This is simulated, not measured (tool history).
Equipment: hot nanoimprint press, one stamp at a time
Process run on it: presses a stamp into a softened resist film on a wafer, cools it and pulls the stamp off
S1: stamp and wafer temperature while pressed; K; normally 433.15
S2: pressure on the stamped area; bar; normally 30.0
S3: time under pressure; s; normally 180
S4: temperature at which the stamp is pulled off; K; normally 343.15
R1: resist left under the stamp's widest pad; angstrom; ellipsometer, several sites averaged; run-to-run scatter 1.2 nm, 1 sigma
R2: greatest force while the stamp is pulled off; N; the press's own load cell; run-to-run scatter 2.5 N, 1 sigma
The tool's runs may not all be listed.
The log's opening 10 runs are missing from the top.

run   hour      S1    S2   S3      S4    R1   R2
 11  236.8  433.15  30.0  121  343.15  2355  129
 12  266.6  433.15  24.2  180  343.15  2207  134
 13  296.0  433.15  30.0  180  343.15  2008  141
     304.1  -- plate thermocouple calibrated, once more
 14  319.8  433.15  30.0  180  343.15  1819  136
 15  336.0  433.15  30.0  180  343.15  1844  138
 16  360.0  442.15  30.0  193  343.15  1026  144
 17  391.8  443.15  30.2  117  344.15  1222  144
 18  427.0  429.15  30.2  117  347.15  2748  145

For run 19, what comes out?
 19  445.9  437.15  45.4  180  343.15   ?   ?

R1: 1196 angstrom
R2: 152 N
Without the tool's hidden state the same run would have given R1 1169 angstrom, R2 113 N.
